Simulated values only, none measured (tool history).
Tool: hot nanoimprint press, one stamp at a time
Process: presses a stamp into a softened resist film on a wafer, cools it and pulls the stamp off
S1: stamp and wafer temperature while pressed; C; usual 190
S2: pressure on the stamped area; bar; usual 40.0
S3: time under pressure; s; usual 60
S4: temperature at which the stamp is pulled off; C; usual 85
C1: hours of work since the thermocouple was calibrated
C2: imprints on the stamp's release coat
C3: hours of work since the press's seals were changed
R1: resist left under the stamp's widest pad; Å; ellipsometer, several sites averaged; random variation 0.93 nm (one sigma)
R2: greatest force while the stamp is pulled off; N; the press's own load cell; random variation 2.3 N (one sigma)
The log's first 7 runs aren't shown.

run,hour,S1,S2,S3,S4,C1,C2,C3,R1,R2
8,148.0,190,40.0,60,89,40,1089,357,2946,147
9,169.0,190,60.7,60,85,50,1134,367,2540,156
10,185.9,190,40.0,94,85,58,1171,374,2536,165
11,204.9,179,40.0,94,85,67,1212,383,3441,165
12,215.3,190,40.0,60,85,71,1235,388,2950,161
13,237.8,190,40.0,60,85,82,1284,398,2941,164
14,255.7,190,40.0,60,85,90,1322,407,2960,162
15,270.4,190,40.0,60,85,97,1354,413,2955,163
16,284.4,202,40.0,60,85,103,1385,420,2107,166
17,306.9,188,38.4,60,85,114,1433,430,3143,173
18,323.7,201,38.4,60,79,121,1470,438,2208,194
19,335.3,187,40.0,60,85,127,1495,443,3178,178
20,360.2,188,38.0,35,76,138,1549,455,3628,207
21,378.6,188,38.0,35,76,147,1589,463,3615,216
22,394.9,188,38.0,35,76,154,1624,471,3623,208
23,419.2,188,38.0,34,72,165,1677,482,3629,239
24,443.7,195,29.7,34,72,177,1730,493,3382,235
25,455.2,195,29.7,34,72,182,1755,498,3375,233
26,471.3,195,29.7,34,72,189,1790,506,3369,235
27,484.6,184,44.4,34,81,195,1818,512,3796,207
# hour 503.4: stamp cleaned and given a new release coat
28,513.2,184,26.1,80,85,206,22,522,3576,103
29,536.2,184,43.3,104,82,217,72,533,2819,110
30,559.4,184,43.3,104,82,227,122,544,2812,114

Forecast each of these 4 alternatives for the next run:
A,573.8,190,40.0,62,85,234,153,550,?,?
B,573.8,199,60.7,60,85,234,153,550,?,?
C,573.8,201,45.4,67,85,234,153,550,?,?
D,573.8,201,33.6,60,75,234,153,550,?,?

run,R1,R2
A,2871,110
B,1909,116
C,1942,115
D,2306,131
Without the tool's hidden state the same runs would have given:
run,R1,R2
A,2891,105
B,1911,111
C,1951,110
D,2323,125

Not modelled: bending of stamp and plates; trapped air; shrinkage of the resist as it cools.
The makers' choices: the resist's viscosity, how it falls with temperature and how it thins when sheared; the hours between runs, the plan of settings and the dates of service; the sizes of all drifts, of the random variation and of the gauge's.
